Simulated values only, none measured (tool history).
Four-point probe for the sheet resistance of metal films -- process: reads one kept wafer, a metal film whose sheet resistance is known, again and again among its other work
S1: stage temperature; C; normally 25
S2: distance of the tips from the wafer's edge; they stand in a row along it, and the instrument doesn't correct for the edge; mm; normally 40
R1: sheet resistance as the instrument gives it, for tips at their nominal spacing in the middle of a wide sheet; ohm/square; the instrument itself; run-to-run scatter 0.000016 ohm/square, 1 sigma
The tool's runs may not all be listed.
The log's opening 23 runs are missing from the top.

{"run": 24, "day": 28.321, "S1": 22, "S2": 5, "R1": 0.081392}
{"run": 25, "day": 29.088, "S1": 25, "S2": 8, "R1": 0.079579}
{"run": 26, "day": 30.179, "S1": 25, "S2": 7, "R1": 0.079931}
{"run": 27, "day": 30.996, "S1": 30, "S2": 4, "R1": 0.082256}
{"run": 28, "day": 32.225, "S1": 34, "S2": 8, "R1": 0.079023}
{"run": 29, "day": 33.167, "S1": 25, "S2": 5, "R1": 0.081194}
{"run": 30, "day": 34.062, "S1": 25, "S2": 5, "R1": 0.081186}
{"run": 31, "day": 34.971, "S1": 25, "S2": 5, "R1": 0.081191}
{"run": 32, "day": 36.517, "S1": 25, "S2": 42, "R1": 0.07859}
{"run": 33, "day": 37.446, "S1": 28, "S2": 38, "R1": 0.078384}
{"run": 34, "day": 38.842, "S1": 28, "S2": 38, "R1": 0.078412}
{"run": 35, "day": 40.296, "S1": 28, "S2": 3, "R1": 0.085222}
{"run": 36, "day": 41.938, "S1": 22, "S2": 29, "R1": 0.078819}
{"run": 37, "day": 43.525, "S1": 22, "S2": 29, "R1": 0.078848}

Alternative continuations, all from the tool just after run 37; predict every row:
{"run": "A", "day": 44.442, "S1": 31, "S2": 13, "R1": "?"}
{"run": "B", "day": 44.442, "S1": 26, "S2": 40, "R1": "?"}
{"run": "C", "day": 44.442, "S1": 27, "S2": 52, "R1": "?"}
{"run": "D", "day": 44.442, "S1": 29, "S2": 21, "R1": "?"}
{"run": "E", "day": 44.442, "S1": 25, "S2": 28, "R1": "?"}

run=A R1=0.078587
run=B R1=0.078547
run=C R1=0.078464
run=D R1=0.078476
run=E R1=0.078673
Stripped of hidden state, with their random variation kept, the same runs would have yielded:
run=A R1=0.078683
run=B R1=0.078644
run=C R1=0.078561
run=D R1=0.078573
run=E R1=0.078772
